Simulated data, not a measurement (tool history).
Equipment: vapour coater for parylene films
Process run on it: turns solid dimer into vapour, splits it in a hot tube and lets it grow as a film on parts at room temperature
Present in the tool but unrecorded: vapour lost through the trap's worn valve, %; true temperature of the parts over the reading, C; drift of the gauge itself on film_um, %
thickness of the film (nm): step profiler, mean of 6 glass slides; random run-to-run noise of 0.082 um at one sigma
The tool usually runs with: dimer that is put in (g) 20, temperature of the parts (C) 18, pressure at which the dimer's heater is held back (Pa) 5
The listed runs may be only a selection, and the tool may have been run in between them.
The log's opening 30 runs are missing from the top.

run	hour	dimer that is put in (g)	temperature of the parts (C)	pressure at which the dimer's heater is held back (Pa)	hours of work since the trap's valve was overhauled	hours of work since the table's thermometer was calibrated	thickness of the film (nm)
31	1522.8	16	16	9.83	82	523	8070
32	1578.9	9	11	2.09	131	572	6140
33	1626.7	9	11	2.09	173	614	6200
# hour 1671: trap's valve overhauled
34	1678.6	9	11	2.09	7	657	6200
35	1713.6	9	11	2.09	37	687	6110
36	1748.5	12	19	2.5	68	718	6000
37	1794.5	12	19	2.5	109	758	6030
38	1824.5	20	22	4.72	135	785	8610
39	1877.2	20	22	4.72	181	831	8480
# hour 1915.9: trap's valve overhauled
40	1935.4	11	18	5	17	879	5400
41	1992.6	11	18	5	67	929	5390
42	2026.2	20	14	4.65	97	959	11440

Alternative continuations, all from the tool just after run 42; predict every row:
A	2068.3	20	14	4.65	134	996	?
B	2068.3	12	18	5	134	996	?
C	2068.3	12	15	5.19	134	996	?
D	2068.3	17	24	11.08	134	996	?
E	2068.3	20	13	4.65	134	996	?

run	thickness of the film (nm)
A	11440
B	5850
C	6530
D	6240
E	12170
Had the tool no hidden state, the same runs would have come out as:
run	thickness of the film (nm)
A	11480
B	5870
C	6560
D	6260
E	12220
